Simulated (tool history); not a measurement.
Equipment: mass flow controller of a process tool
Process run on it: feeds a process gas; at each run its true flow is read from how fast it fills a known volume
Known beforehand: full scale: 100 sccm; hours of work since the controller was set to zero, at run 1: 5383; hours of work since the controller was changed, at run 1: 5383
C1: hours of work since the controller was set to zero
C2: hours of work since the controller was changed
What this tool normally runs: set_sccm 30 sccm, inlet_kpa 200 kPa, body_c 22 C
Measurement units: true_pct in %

{"run": 1, "hour": 0.0, "set_sccm": 30, "inlet_kpa": 200, "body_c": 22, "C1": 5383, "C2": 5383, "true_pct": 92.45}
{"run": 2, "hour": 89.6, "set_sccm": 30, "inlet_kpa": 200, "body_c": 22, "C1": 5423, "C2": 5423, "true_pct": 92.4}
{"run": 3, "hour": 137.2, "set_sccm": 25, "inlet_kpa": 200, "body_c": 22, "C1": 5445, "C2": 5445, "true_pct": 91.81}
{"run": 4, "hour": 198.4, "set_sccm": 25, "inlet_kpa": 200, "body_c": 22, "C1": 5473, "C2": 5473, "true_pct": 91.71}
{"run": 5, "hour": 260.3, "set_sccm": 25, "inlet_kpa": 151, "body_c": 22, "C1": 5501, "C2": 5501, "true_pct": 91.67}
{"run": 6, "hour": 339.9, "set_sccm": 53, "inlet_kpa": 151, "body_c": 22, "C1": 5537, "C2": 5537, "true_pct": 93.81}
{"run": 7, "hour": 399.4, "set_sccm": 53, "inlet_kpa": 151, "body_c": 22, "C1": 5563, "C2": 5563, "true_pct": 93.77}
{"run": 8, "hour": 479.7, "set_sccm": 53, "inlet_kpa": 158, "body_c": 22, "C1": 5600, "C2": 5600, "true_pct": 93.81}
{"run": 9, "hour": 553.6, "set_sccm": 75, "inlet_kpa": 200, "body_c": 22, "C1": 5633, "C2": 5633, "true_pct": 94.93}
{"run": 10, "hour": 596.7, "set_sccm": 75, "inlet_kpa": 200, "body_c": 22, "C1": 5653, "C2": 5653, "true_pct": 94.84}
{"run": 11, "hour": 649.2, "set_sccm": 75, "inlet_kpa": 200, "body_c": 22, "C1": 5676, "C2": 5676, "true_pct": 94.79}
{"run": 12, "hour": 721.1, "set_sccm": 43, "inlet_kpa": 200, "body_c": 22, "C1": 5709, "C2": 5709, "true_pct": 93.35}
{"run": 13, "hour": 795.6, "set_sccm": 43, "inlet_kpa": 200, "body_c": 22, "C1": 5742, "C2": 5742, "true_pct": 93.24}
{"run": 14, "hour": 851.0, "set_sccm": 43, "inlet_kpa": 200, "body_c": 22, "C1": 5767, "C2": 5767, "true_pct": 93.31}
{"run": 15, "hour": 922.2, "set_sccm": 43, "inlet_kpa": 200, "body_c": 22, "C1": 5800, "C2": 5800, "true_pct": 93.19}
{"run": 16, "hour": 999.3, "set_sccm": 43, "inlet_kpa": 200, "body_c": 22, "C1": 5834, "C2": 5834, "true_pct": 93.12}
{"run": 17, "hour": 1073.1, "set_sccm": 30, "inlet_kpa": 200, "body_c": 22, "C1": 5868, "C2": 5868, "true_pct": 92.08}
{"run": 18, "hour": 1119.7, "set_sccm": 30, "inlet_kpa": 191, "body_c": 22, "C1": 5889, "C2": 5889, "true_pct": 92.04}
{"run": 19, "hour": 1199.4, "set_sccm": 30, "inlet_kpa": 200, "body_c": 22, "C1": 5925, "C2": 5925, "true_pct": 92.03}
{"run": 20, "hour": 1282.5, "set_sccm": 30, "inlet_kpa": 200, "body_c": 22, "C1": 5962, "C2": 5962, "true_pct": 91.92}
{"run": 21, "hour": 1354.5, "set_sccm": 15, "inlet_kpa": 200, "body_c": 22, "C1": 5995, "C2": 5995, "true_pct": 88.59}
{"run": 22, "hour": 1427.2, "set_sccm": 15, "inlet_kpa": 200, "body_c": 22, "C1": 6028, "C2": 6028, "true_pct": 88.53}
{"run": 23, "hour": 1469.2, "set_sccm": 15, "inlet_kpa": 200, "body_c": 22, "C1": 6047, "C2": 6047, "true_pct": 88.38}
{"run": 24, "hour": 1550.4, "set_sccm": 15, "inlet_kpa": 200, "body_c": 22, "C1": 6083, "C2": 6083, "true_pct": 88.47}
{"run": 25, "hour": 1601.9, "set_sccm": 15, "inlet_kpa": 200, "body_c": 22, "C1": 6107, "C2": 6107, "true_pct": 88.39}
{"run": 26, "hour": 1688.5, "set_sccm": 47, "inlet_kpa": 200, "body_c": 21, "C1": 6146, "C2": 6146, "true_pct": 93.05}
{"run": 27, "hour": 1731.2, "set_sccm": 21, "inlet_kpa": 249, "body_c": 33, "C1": 6165, "C2": 6165, "true_pct": 91.7}
{"run": 28, "hour": 1776.4, "set_sccm": 32, "inlet_kpa": 270, "body_c": 27, "C1": 6186, "C2": 6186, "true_pct": 92.86}
{"run": 29, "hour": 1853.4, "set_sccm": 32, "inlet_kpa": 270, "body_c": 27, "C1": 6220, "C2": 6220, "true_pct": 92.79}
{"run": 30, "hour": 1939.6, "set_sccm": 13, "inlet_kpa": 156, "body_c": 34, "C1": 6259, "C2": 6259, "true_pct": 88.17}
{"hour": 1945.6, "done": "controller's zero set anew"}
{"run": 31, "hour": 1995.8, "set_sccm": 13, "inlet_kpa": 146, "body_c": 24, "C1": 23, "C2": 6284, "true_pct": 83.76}
{"run": 32, "hour": 2074.7, "set_sccm": 59, "inlet_kpa": 239, "body_c": 30, "C1": 58, "C2": 6320, "true_pct": 94.17}
{"run": 33, "hour": 2129.2, "set_sccm": 59, "inlet_kpa": 239, "body_c": 30, "C1": 83, "C2": 6345, "true_pct": 94.04}
{"hour": 2197.1, "done": "controller's zero set anew, once more"}
{"run": 34, "hour": 2208.1, "set_sccm": 59, "inlet_kpa": 239, "body_c": 30, "C1": 5, "C2": 6380, "true_pct": 96.3}
{"hour": 2286.1, "done": "controller exchanged for a calibrated one"}
{"run": 35, "hour": 2295.1, "set_sccm": 42, "inlet_kpa": 200, "body_c": 30, "C1": 4, "C2": 4, "true_pct": 99.27}
{"run": 36, "hour": 2351.6, "set_sccm": 42, "inlet_kpa": 200, "body_c": 23, "C1": 30, "C2": 30, "true_pct": 98.38}
{"run": 37, "hour": 2402.5, "set_sccm": 35, "inlet_kpa": 234, "body_c": 30, "C1": 53, "C2": 53, "true_pct": 99.28}
{"run": 38, "hour": 2459.5, "set_sccm": 31, "inlet_kpa": 198, "body_c": 21, "C1": 78, "C2": 78, "true_pct": 97.95}
{"run": 39, "hour": 2551.8, "set_sccm": 22, "inlet_kpa": 173, "body_c": 22, "C1": 120, "C2": 120, "true_pct": 97.61}
{"run": 40, "hour": 2601.6, "set_sccm": 80, "inlet_kpa": 141, "body_c": 30, "C1": 143, "C2": 143, "true_pct": 99.64}
{"run": 41, "hour": 2682.2, "set_sccm": 80, "inlet_kpa": 141, "body_c": 30, "C1": 179, "C2": 179, "true_pct": 99.53}
{"run": 42, "hour": 2775.6, "set_sccm": 30, "inlet_kpa": 194, "body_c": 22, "C1": 221, "C2": 221, "true_pct": 97.69}
{"run": 43, "hour": 2847.6, "set_sccm": 15, "inlet_kpa": 207, "body_c": 22, "C1": 254, "C2": 254, "true_pct": 97.21}
{"run": 44, "hour": 2934.1, "set_sccm": 15, "inlet_kpa": 207, "body_c": 22, "C1": 293, "C2": 293, "true_pct": 97.23}
{"run": 45, "hour": 2988.2, "set_sccm": 30, "inlet_kpa": 161, "body_c": 27, "C1": 317, "C2": 317, "true_pct": 98.26}
{"run": 46, "hour": 3062.9, "set_sccm": 30, "inlet_kpa": 161, "body_c": 27, "C1": 351, "C2": 351, "true_pct": 98.12}
{"run": 47, "hour": 3152.2, "set_sccm": 48, "inlet_kpa": 266, "body_c": 32, "C1": 391, "C2": 391, "true_pct": 99.53}

Each row is a separate what-if for the run after 47, all from the same tool condition, not one after another. Results?
{"run": "A", "hour": 3237.0, "set_sccm": 78, "inlet_kpa": 268, "body_c": 38, "C1": 430, "C2": 430, "true_pct": "?"}
{"run": "B", "hour": 3237.0, "set_sccm": 21, "inlet_kpa": 266, "body_c": 26, "C1": 430, "C2": 430, "true_pct": "?"}
{"run": "C", "hour": 3237.0, "set_sccm": 26, "inlet_kpa": 266, "body_c": 32, "C1": 430, "C2": 430, "true_pct": "?"}
{"run": "D", "hour": 3237.0, "set_sccm": 14, "inlet_kpa": 141, "body_c": 32, "C1": 430, "C2": 430, "true_pct": "?"}

run=A true_pct=100.82
run=B true_pct=97.97
run=C true_pct=99.01
run=D true_pct=97.90
Stripped of hidden state, with their random variation kept, the same runs would have yielded:
run=A true_pct=101.35
run=B true_pct=98.80
run=C true_pct=99.77
run=D true_pct=98.95

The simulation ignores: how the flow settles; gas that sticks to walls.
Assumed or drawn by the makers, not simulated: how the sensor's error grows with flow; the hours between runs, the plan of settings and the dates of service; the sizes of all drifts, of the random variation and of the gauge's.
